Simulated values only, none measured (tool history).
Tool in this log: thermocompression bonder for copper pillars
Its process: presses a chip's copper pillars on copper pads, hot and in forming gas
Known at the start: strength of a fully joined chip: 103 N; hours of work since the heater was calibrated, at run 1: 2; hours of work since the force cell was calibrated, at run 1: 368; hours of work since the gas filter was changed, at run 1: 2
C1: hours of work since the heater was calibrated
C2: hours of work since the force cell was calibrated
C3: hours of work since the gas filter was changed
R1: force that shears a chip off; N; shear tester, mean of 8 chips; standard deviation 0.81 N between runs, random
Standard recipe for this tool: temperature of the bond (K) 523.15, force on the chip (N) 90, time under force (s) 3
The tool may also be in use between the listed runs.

run 1 day=0 | temperature_of_the_bond_(K)=523.15 force_on_the_chip_(N)=90 time_under_force_(s)=3 | C1=2 C2=368 C3=2 | R1=64.1
run 2 day=1.212 | temperature_of_the_bond_(K)=523.15 force_on_the_chip_(N)=90 time_under_force_(s)=3 | C1=17 C2=383 C3=17 | R1=64.4
run 3 day=1.767 | temperature_of_the_bond_(K)=523.15 force_on_the_chip_(N)=90 time_under_force_(s)=3 | C1=24 C2=390 C3=24 | R1=62.8
run 4 day=2.688 | temperature_of_the_bond_(K)=523.15 force_on_the_chip_(N)=90 time_under_force_(s)=3 | C1=36 C2=402 C3=36 | R1=63.9
run 5 day=3.317 | temperature_of_the_bond_(K)=523.15 force_on_the_chip_(N)=90 time_under_force_(s)=3 | C1=44 C2=410 C3=44 | R1=62.2
run 6 day=4.121 | temperature_of_the_bond_(K)=523.15 force_on_the_chip_(N)=90 time_under_force_(s)=3 | C1=54 C2=420 C3=54 | R1=63.8
run 7 day=5.333 | temperature_of_the_bond_(K)=523.15 force_on_the_chip_(N)=90 time_under_force_(s)=3 | C1=69 C2=435 C3=69 | R1=63.4
run 8 day=6.462 | temperature_of_the_bond_(K)=523.15 force_on_the_chip_(N)=90 time_under_force_(s)=3 | C1=84 C2=450 C3=84 | R1=62.8
run 9 day=7.567 | temperature_of_the_bond_(K)=523.15 force_on_the_chip_(N)=82 time_under_force_(s)=3 | C1=97 C2=464 C3=97 | R1=61.1
run 10 day=8.521 | temperature_of_the_bond_(K)=523.15 force_on_the_chip_(N)=82 time_under_force_(s)=3 | C1=110 C2=476 C3=110 | R1=60.6
run 11 day=9.312 | temperature_of_the_bond_(K)=523.15 force_on_the_chip_(N)=90 time_under_force_(s)=3 | C1=120 C2=486 C3=120 | R1=64.1
run 12 day=10.279 | temperature_of_the_bond_(K)=530.15 force_on_the_chip_(N)=112 time_under_force_(s)=3 | C1=132 C2=498 C3=132 | R1=73.2
run 13 day=10.842 | temperature_of_the_bond_(K)=537.15 force_on_the_chip_(N)=68 time_under_force_(s)=2 | C1=139 C2=505 C3=139 | R1=57.8
run 14 day=11.679 | temperature_of_the_bond_(K)=537.15 force_on_the_chip_(N)=68 time_under_force_(s)=2 | C1=149 C2=515 C3=149 | R1=57.9
run 15 day=12.808 | temperature_of_the_bond_(K)=547.15 force_on_the_chip_(N)=102 time_under_force_(s)=7 | C1=164 C2=530 C3=164 | R1=89.9
run 16 day=13.775 | temperature_of_the_bond_(K)=546.15 force_on_the_chip_(N)=129 time_under_force_(s)=3 | C1=176 C2=542 C3=176 | R1=83.3
run 17 day=14.438 | temperature_of_the_bond_(K)=504.15 force_on_the_chip_(N)=100 time_under_force_(s)=7 | C1=184 C2=550 C3=184 | R1=69.3
run 18 day=15.442 | temperature_of_the_bond_(K)=540.15 force_on_the_chip_(N)=77 time_under_force_(s)=7 | C1=197 C2=563 C3=197 | R1=85.3
run 19 day=16.154 | temperature_of_the_bond_(K)=512.15 force_on_the_chip_(N)=76 time_under_force_(s)=3 | C1=206 C2=572 C3=206 | R1=52.1
run 20 day=16.796 | temperature_of_the_bond_(K)=523.15 force_on_the_chip_(N)=122 time_under_force_(s)=3 | C1=214 C2=580 C3=214 | R1=70.8
-- day=17.358 forming gas filter changed
run 21 day=17.708 | temperature_of_the_bond_(K)=523.15 force_on_the_chip_(N)=122 time_under_force_(s)=3 | C1=225 C2=591 C3=4 | R1=70.7

Below are 5 alternative next runs, each starting from the tool's condition after run 21. Predict each:
run A day=18.292 | temperature_of_the_bond_(K)=533.15 force_on_the_chip_(N)=90 time_under_force_(s)=3 | C1=233 C2=599 C3=12 | R1=?
run B day=18.292 | temperature_of_the_bond_(K)=525.15 force_on_the_chip_(N)=122 time_under_force_(s)=3 | C1=233 C2=599 C3=12 | R1=?
run C day=18.292 | temperature_of_the_bond_(K)=532.15 force_on_the_chip_(N)=90 time_under_force_(s)=3 | C1=233 C2=599 C3=12 | R1=?
run D day=18.292 | temperature_of_the_bond_(K)=523.15 force_on_the_chip_(N)=128 time_under_force_(s)=3 | C1=233 C2=599 C3=12 | R1=?
run E day=18.292 | temperature_of_the_bond_(K)=546.15 force_on_the_chip_(N)=86 time_under_force_(s)=8 | C1=233 C2=599 C3=12 | R1=?

run=A R1=69.9
run=B R1=72.7
run=C R1=69.7
run=D R1=72.8
run=E R1=92.4
Without the tool's unlogged condition, the same runs would have read:
run=A R1=70
run=B R1=72.7
run=C R1=69.7
run=D R1=72.8
run=E R1=92.5

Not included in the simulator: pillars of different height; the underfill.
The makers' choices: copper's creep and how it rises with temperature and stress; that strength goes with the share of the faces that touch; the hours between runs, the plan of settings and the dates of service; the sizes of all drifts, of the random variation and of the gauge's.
